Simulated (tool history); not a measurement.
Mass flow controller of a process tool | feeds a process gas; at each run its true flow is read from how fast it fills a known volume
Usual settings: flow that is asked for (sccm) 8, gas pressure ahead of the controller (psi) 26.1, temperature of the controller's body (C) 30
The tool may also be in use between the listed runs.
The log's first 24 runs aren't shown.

run	hour	flow that is asked for (sccm)	gas pressure ahead of the controller (psi)	temperature of the controller's body (C)	hours of work since the controller was set to zero	hours of work since the controller was changed	true flow (%)
25	1766.1	9	31.6	33	1789	1789	97.43
26	1861.5	9	31.6	33	1861	1861	97.56
27	1912.1	9	31.6	33	1899	1899	97.47
28	2007.7	17	32.3	29	1972	1972	99.17
29	2090.2	5	32.3	39	2034	2034	96.41
30	2170.9	5	32.3	39	2095	2095	96.25
31	2252.1	3	24.8	39	2156	2156	95.78
32	2316.8	3	24.8	39	2205	2205	95.76
33	2400.3	3	37.9	39	2268	2268	95.95
34	2462.7	3	37.9	39	2315	2315	96.08
35	2550.8	3	37.9	39	2382	2382	96.07
36	2612.3	3	37.9	39	2428	2428	96.04
37	2658.7	6	37.9	39	2463	2463	96.55
38	2704.7	6	28.9	39	2498	2498	96.36
39	2808.0	7	26.1	25	2576	2576	97.80
40	2877.2	7	26.1	25	2628	2628	97.73
41	2960.9	17	22.6	24	2691	2691	99.51
42	3042.9	9	40.0	21	2753	2753	98.78
43	3130.8	8	29.3	26	2819	2819	98.07
44	3231.5	8	29.3	26	2895	2895	97.92

Forecast each of these 4 alternatives for the next run:
A	3337.1	2	26.1	34	2975	2975	?
B	3337.1	8	26.1	25	2975	2975	?
C	3337.1	4	35.4	30	2975	2975	?
D	3337.1	8	22.2	32	2975	2975	?

run	true flow (%)
A	96.10
B	98.04
C	97.05
D	97.23
Without the tool's hidden state the same runs would have given:
run	true flow (%)
A	96.13
B	98.04
C	97.06
D	97.23
